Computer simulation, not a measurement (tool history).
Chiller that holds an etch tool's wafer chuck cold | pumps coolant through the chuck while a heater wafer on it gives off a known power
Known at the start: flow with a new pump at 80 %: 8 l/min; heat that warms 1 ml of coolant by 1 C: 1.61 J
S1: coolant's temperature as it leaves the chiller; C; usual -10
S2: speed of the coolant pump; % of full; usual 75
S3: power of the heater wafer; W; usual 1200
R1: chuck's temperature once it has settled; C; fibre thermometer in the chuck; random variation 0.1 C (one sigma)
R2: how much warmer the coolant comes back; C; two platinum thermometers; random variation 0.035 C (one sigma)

run	day	S1	S2	S3	R1	R2
1	0	-10	75	1200	0.6	5.98
2	5.029	-10	75	1200	0.6	6.04
3	11.108	-6	75	1200	4.4	6.02
4	16.188	-10	75	970	-1.4	4.86
5	20.742	-10	75	970	-1.3	4.86
6	25.825	-13	75	1200	-2.3	6.08
7	31.796	-13	75	1200	-2.1	6.04
8	37.546	-10	75	1249	1	6.25
# day 42.775: chiller's thermometer calibrated
9	43.588	-10	75	1249	1	6.26
10	46.95	-10	75	1249	1	6.29
11	51.008	-11	75	1249	0.1	6.22
12	53.808	-10	75	1200	0.5	6.03
13	58.008	-10	92	1200	-1.4	4.81
14	63.396	-10	92	1200	-1.3	4.77
15	67.054	-10	65	785	-2	4.63

Forecast run 16:
16	71.096	-15	75	1151	?	?

Run 16 gave R1 -4.8 C, R2 5.77 C.
Without the tool's hidden state the same run would have given R1 -4.8 C, R2 5.76 C.
